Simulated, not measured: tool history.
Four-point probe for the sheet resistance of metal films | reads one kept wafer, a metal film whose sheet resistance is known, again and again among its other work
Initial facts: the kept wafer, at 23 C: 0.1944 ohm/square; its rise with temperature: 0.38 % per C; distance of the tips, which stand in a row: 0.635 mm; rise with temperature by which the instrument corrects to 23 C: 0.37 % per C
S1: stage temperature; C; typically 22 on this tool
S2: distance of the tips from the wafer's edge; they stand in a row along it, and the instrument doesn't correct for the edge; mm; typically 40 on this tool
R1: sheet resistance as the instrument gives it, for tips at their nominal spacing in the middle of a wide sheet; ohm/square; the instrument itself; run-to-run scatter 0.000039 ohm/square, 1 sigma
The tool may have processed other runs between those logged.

run	day	S1	S2	R1
1	0.000	22	40	0.194240
2	1.396	22	40	0.194311
3	4.071	22	40	0.194339
4	5.283	22	40	0.194345
5	6.700	22	40	0.194336
6	8.096	22	40	0.194326
7	9.221	22	26	0.194360
8	11.171	22	6	0.195427
9	13.354	22	30	0.194278
10	14.646	32	10	0.195075
11	16.325	32	10	0.195048
12	19.017	23	10	0.194848
13	21.129	26	10	0.194916
14	23.604	25	3	0.199220
15	24.979	30	10	0.195226
16	26.212	30	10	0.195232
17	27.579	30	10	0.195287
18	29.371	23	42	0.194639

Not shown: 1 entry that the log had between the listed runs. Between which runs, and how does the tool's hidden state differ before and after?
From run 13 to run 14: stage's thermometer calibrated (day 21.404)
  inner tips' distance over the nominal, %: -0.16 -> -0.156; wafer's true temperature over the reading, C: 0.48 -> 0.68
  measured less the result without the state, R1: +0.000016 -> +0.000181 ohm/square
